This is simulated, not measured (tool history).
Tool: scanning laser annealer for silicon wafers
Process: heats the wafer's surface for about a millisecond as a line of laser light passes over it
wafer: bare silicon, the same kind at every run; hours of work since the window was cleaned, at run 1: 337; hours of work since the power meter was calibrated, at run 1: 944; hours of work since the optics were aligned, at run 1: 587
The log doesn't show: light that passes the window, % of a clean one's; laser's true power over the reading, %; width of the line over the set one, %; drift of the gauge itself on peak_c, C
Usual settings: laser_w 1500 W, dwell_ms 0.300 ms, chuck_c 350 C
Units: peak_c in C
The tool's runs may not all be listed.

run	hour	laser_w	dwell_ms	chuck_c	hours of work since the window was cleaned	hours of work since the power meter was calibrated	hours of work since the optics were aligned	peak_c
1	0.0	1500	0.300	350	337	944	587	1176
2	66.3	1500	0.300	350	378	985	627	1173
3	121.0	1500	0.320	350	411	1019	661	1197
4	205.5	1500	0.320	350	464	1071	713	1198
5	296.1	1500	0.320	350	519	1127	769	1195
6	352.8	1500	0.300	350	554	1162	804	1167
7	422.3	1500	0.300	350	597	1204	847	1164
8	485.0	1500	0.300	350	636	1243	886	1156
9	570.0	1500	0.300	350	688	1296	938	1162
10	647.8	1500	0.300	350	736	1344	986	1162
11	730.0	1500	0.300	350	787	1394	1037	1159
12	773.1	1500	0.300	350	814	1421	1063	1156
# hour 815.5: optics aligned, line set to its width
13	871.0	1500	0.300	350	871	1478	34	1149
14	917.2	1500	0.300	350	900	1507	63	1148
15	984.0	1500	0.300	350	941	1548	104	1146
# hour 1041.0: window over the wafer cleaned
16	1074.1	1607	0.275	315	20	1602	158	1171
17	1168.6	1607	0.275	315	79	1661	217	1171
18	1242.4	1467	0.277	350	124	1706	262	1135
# hour 1299.7: optics aligned, line set to its width, once more
19	1314.7	1467	0.352	331	166	1748	9	1218
20	1374.0	1353	0.289	350	202	1784	46	1098
21	1418.6	1452	0.329	350	230	1812	73	1201
22	1511.1	1455	0.291	361	287	1869	130	1158
23	1591.3	1455	0.291	361	336	1918	180	1155
24	1663.7	1455	0.291	361	381	1963	225	1155
25	1743.0	1352	0.356	365	430	2012	273	1184
26	1804.8	1500	0.366	369	468	2050	312	1278
27	1897.0	1500	0.366	369	525	2107	369	1278
28	1941.8	1557	0.227	357	553	2135	396	1096
29	2017.5	1557	0.227	357	599	2181	443	1095

Hidden state at the last listed run before each entry between runs and at the first one after, where it differs:
Between runs 12 and 13: optics aligned, line set to its width (hour 815.5)
  light that passes the window, % of a clean one's: 95.12 -> 94.81; laser's true power over the reading, %: 0.71 -> 0.74; width of the line over the set one, %: 1.33 -> 1.97
  measured less the result without the state, peak_c: -37 -> -41 C
Between runs 15 and 16: window over the wafer cleaned (hour 1041.0)
  light that passes the window, % of a clean one's: 94.41 -> 99.61; laser's true power over the reading, %: 0.78 -> 0.81; width of the line over the set one, %: 2.06 -> 2.13
  measured less the result without the state, peak_c: -45 -> -4 C
Between runs 18 and 19: optics aligned, line set to its width, once more (hour 1299.7)
  light that passes the window, % of a clean one's: 99 -> 98.75; laser's true power over the reading, %: 0.86 -> 0.88; width of the line over the set one, %: 2.27 -> 0.05
  measured less the result without the state, peak_c: -9 -> -3 C
